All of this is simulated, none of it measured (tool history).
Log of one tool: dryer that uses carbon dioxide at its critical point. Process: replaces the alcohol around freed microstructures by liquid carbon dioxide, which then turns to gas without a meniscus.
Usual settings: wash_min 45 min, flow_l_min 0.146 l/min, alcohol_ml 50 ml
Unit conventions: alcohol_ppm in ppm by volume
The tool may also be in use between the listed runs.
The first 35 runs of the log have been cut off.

| run | hour | wash_min | flow_l_min | alcohol_ml | alcohol_ppm |
|---|---|---|---|---|---|
| 36 | 1387.3 | 44 | 0.124 | 50 | 914 |
| 37 | 1410.4 | 44 | 0.124 | 50 | 963 |
| 38 | 1448.3 | 44 | 0.124 | 50 | 995 |
|  | 1453.7 | inlet filter changed |
| 39 | 1493.4 | 63 | 0.146 | 50 | 227 |
| 40 | 1526 | 30 | 0.195 | 83 | 823 |
| 41 | 1548.5 | 30 | 0.195 | 83 | 855 |
| 42 | 1571 | 30 | 0.195 | 83 | 883 |
| 43 | 1605.4 | 45 | 0.133 | 79 | 745 |
| 44 | 1638 | 37 | 0.212 | 118 | 438 |
| 45 | 1692.6 | 37 | 0.212 | 118 | 474 |
| 46 | 1740.7 | 29 | 0.146 | 29 | 1274 |

Branching from run 46: 4 alternative next runs. What would each branch give?
|  | 1778.6 | purifier's bed changed |
| A | 1797 | 29 | 0.155 | 29 | ? |
|  | 1778.6 | purifier's bed changed |
| B | 1797 | 33 | 0.185 | 29 | ? |
|  | 1778.6 | purifier's bed changed |
| C | 1797 | 44 | 0.146 | 42 | ? |
|  | 1778.6 | purifier's bed changed |
| D | 1797 | 45 | 0.095 | 50 | ? |

| run | alcohol_ppm |
|---|---|
| A | 916 |
| B | 282 |
| C | 304 |
| D | 1702 |
Without the tool's unlogged condition, the same runs would have read:
| run | alcohol_ppm |
|---|---|
| A | 587 |
| B | 158 |
| C | 165 |
| D | 1108 |

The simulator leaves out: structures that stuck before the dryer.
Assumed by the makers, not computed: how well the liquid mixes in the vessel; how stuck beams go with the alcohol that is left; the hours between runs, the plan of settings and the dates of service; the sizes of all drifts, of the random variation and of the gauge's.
